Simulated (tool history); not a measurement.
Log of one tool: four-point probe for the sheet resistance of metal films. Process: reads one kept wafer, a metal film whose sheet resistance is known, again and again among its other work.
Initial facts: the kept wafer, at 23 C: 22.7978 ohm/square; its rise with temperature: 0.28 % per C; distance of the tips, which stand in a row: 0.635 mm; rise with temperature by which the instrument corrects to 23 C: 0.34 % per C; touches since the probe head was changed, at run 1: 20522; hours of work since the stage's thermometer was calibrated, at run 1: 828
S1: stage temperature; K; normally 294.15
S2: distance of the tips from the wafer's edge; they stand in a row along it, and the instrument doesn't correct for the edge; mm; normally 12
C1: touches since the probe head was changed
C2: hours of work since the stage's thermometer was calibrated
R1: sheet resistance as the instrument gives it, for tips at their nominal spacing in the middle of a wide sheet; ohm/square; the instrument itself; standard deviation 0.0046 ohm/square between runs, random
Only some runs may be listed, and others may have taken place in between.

Run 1, hour 0: usual settings; C1 20522; C2 828. Result: R1 22.890048 ohm/square.
Run 2, hour 21.3: usual settings; C1 21242; C2 841. Result: R1 22.874538 ohm/square.
Run 3, hour 40.6: usual settings but S1 303.15 K; C1 21892; C2 852. Result: R1 22.768475 ohm/square.
Run 4, hour 56.4: usual settings; C1 22426; C2 862. Result: R1 22.873994 ohm/square.
Run 5, hour 74.4: usual settings; C1 23035; C2 873. Result: R1 22.886438 ohm/square.
Run 6, hour 90.9: usual settings but S2 8 mm; C1 23592; C2 883. Result: R1 22.933825 ohm/square.
Run 7, hour 111.5: usual settings but S2 8 mm; C1 24291; C2 895. Result: R1 22.92614 ohm/square.
Run 8, hour 138.3: usual settings but S2 8 mm; C1 25195; C2 911. Result: R1 22.924558 ohm/square.
Run 9, hour 173.5: usual settings but S2 8 mm; C1 26383; C2 933. Result: R1 22.924372 ohm/square.
Run 10, hour 198.5: usual settings; C1 27229; C2 948. Result: R1 22.887716 ohm/square.
Run 11, hour 233.8: usual settings; C1 28420; C2 969. Result: R1 22.890333 ohm/square.
Run 12, hour 256.8: usual settings but S1 303.15 K; C1 29198; C2 983. Result: R1 22.766881 ohm/square.
Run 13, hour 285.6: usual settings but S1 303.15 K; C1 30170; C2 1000. Result: R1 22.767052 ohm/square.
Run 14, hour 315: usual settings but S1 303.15 K; C1 31165; C2 1018. Result: R1 22.782812 ohm/square.
Run 15, hour 350.3: usual settings but S1 303.15 K; C1 32357; C2 1040. Result: R1 22.776034 ohm/square.
Run 16, hour 367.8: usual settings but S1 303.15 K; C1 32949; C2 1050. Result: R1 22.769989 ohm/square.
Run 17, hour 390.2: usual settings but S1 303.15 K; C1 33706; C2 1064. Result: R1 22.784288 ohm/square.
Run 18, hour 420.9: usual settings but S1 302.15 K, S2 42 mm; C1 34742; C2 1082. Result: R1 22.761852 ohm/square.
Run 19, hour 445.5: usual settings but S1 306.15 K; C1 35575; C2 1097. Result: R1 22.745727 ohm/square.
Run 20, hour 471.1: usual settings but S1 297.15 K, S2 4 mm; C1 36439; C2 1113. Result: R1 23.127392 ohm/square.
Run 21, hour 501.3: usual settings but S1 307.15 K, S2 16 mm; C1 37459; C2 1131. Result: R1 22.712775 ohm/square.
Run 22, hour 520.2: usual settings but S1 299.15 K, S2 5 mm; C1 38100; C2 1142. Result: R1 23.000024 ohm/square.
Run 23, hour 554.3: usual settings but S1 293.15 K, S2 30 mm; C1 39251; C2 1163. Result: R1 22.883174 ohm/square.
Run 24, hour 573: usual settings but S1 295.15 K, S2 3 mm; C1 39882; C2 1174. Result: R1 23.394979 ohm/square.

3 options for the next run, each taken on its own from the tool as it stands now. Forecast them:
Run A, hour 605.1: usual settings but S1 302.15 K, S2 11 mm; C1 40967; C2 1194. Result: R1 ?.
Run B, hour 605.1: usual settings but S1 299.15 K, S2 5 mm; C1 40967; C2 1194. Result: R1 ?.
Run C, hour 605.1: usual settings but S1 295.15 K, S2 59 mm; C1 40967; C2 1194. Result: R1 ?.

run         R1
  A  22.808234
  B  23.003177
  C  22.856803
Stripped of hidden state, with their random variation kept, the same runs would have yielded:
run         R1
  A  22.763709
  B  22.958521
  C  22.812671
